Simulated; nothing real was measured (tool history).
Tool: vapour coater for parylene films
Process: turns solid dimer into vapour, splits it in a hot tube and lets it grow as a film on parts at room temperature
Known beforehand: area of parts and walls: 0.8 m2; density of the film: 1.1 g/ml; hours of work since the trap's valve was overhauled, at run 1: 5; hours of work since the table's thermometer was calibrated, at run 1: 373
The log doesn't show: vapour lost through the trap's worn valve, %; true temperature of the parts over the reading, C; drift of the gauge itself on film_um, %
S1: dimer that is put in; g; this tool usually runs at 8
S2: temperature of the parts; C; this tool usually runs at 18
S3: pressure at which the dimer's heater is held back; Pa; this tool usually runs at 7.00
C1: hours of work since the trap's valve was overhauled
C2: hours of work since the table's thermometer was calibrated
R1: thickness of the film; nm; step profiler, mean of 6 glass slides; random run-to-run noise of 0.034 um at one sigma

run,hour,S1,S2,S3,C1,C2,R1
1,0.0,8,18,7.00,5,373,5590
2,9.1,8,18,7.00,10,378,5590
3,19.8,8,18,7.00,17,384,5550
4,32.1,8,18,7.00,24,392,5570
5,42.7,8,18,7.00,30,398,5620
6,58.3,8,18,7.00,39,407,5590
7,71.9,8,18,7.00,47,415,5580
8,86.0,8,18,7.00,56,423,5560
9,103.5,8,18,2.90,66,434,6500
10,120.2,8,18,7.00,76,443,5540
11,135.3,8,18,7.00,85,452,5460
12,147.0,8,18,7.00,92,459,5530
13,164.4,6,18,7.00,102,469,4110
14,177.6,6,18,7.00,110,477,4170
15,184.7,8,18,7.00,114,481,5550
16,197.6,8,18,7.00,121,489,5550
17,205.1,8,18,7.00,126,493,5550
18,222.5,4,18,7.00,136,504,2750
19,237.0,4,18,7.00,145,512,2780
20,253.2,4,18,7.00,154,522,2800
21,267.4,4,18,7.00,162,530,2780
22,275.5,13,11,7.48,167,535,10940
23,284.3,4,19,2.49,172,540,3260
24,294.3,11,19,2.49,178,546,8990
25,309.5,5,18,3.51,187,555,3930
26,323.2,14,20,3.51,195,563,10530
27,334.8,6,11,6.85,202,570,5110
28,348.7,6,11,6.85,210,578,5080
29,364.2,11,20,5.69,219,587,7420
30,372.3,8,12,2.48,224,592,8020
31,383.5,8,12,2.48,231,598,7990
32,399.7,8,12,2.48,240,608,7990
33,414.4,8,12,2.48,249,617,8000
34,427.4,4,14,3.43,257,624,3560
35,443.8,4,14,2.16,266,634,3860
36,459.9,3,20,5.78,276,643,2010
37,472.5,3,20,5.78,283,651,2060
38,480.6,3,12,4.78,288,656,2650

Here are 5 independent what-if runs from the current tool condition. What would each one return?
A,491.9,6,21,7.00,294,662,?
B,491.9,7,18,10.86,294,662,?
C,491.9,14,24,7.94,294,662,?
D,491.9,5,12,2.01,294,662,?
E,491.9,11,29,2.78,294,662,?

run,R1
A,3840
B,4470
C,8040
D,5250
E,6630
Without the tool's unlogged condition, the same runs would have read:
run,R1
A,3840
B,4480
C,8060
D,5260
E,6640

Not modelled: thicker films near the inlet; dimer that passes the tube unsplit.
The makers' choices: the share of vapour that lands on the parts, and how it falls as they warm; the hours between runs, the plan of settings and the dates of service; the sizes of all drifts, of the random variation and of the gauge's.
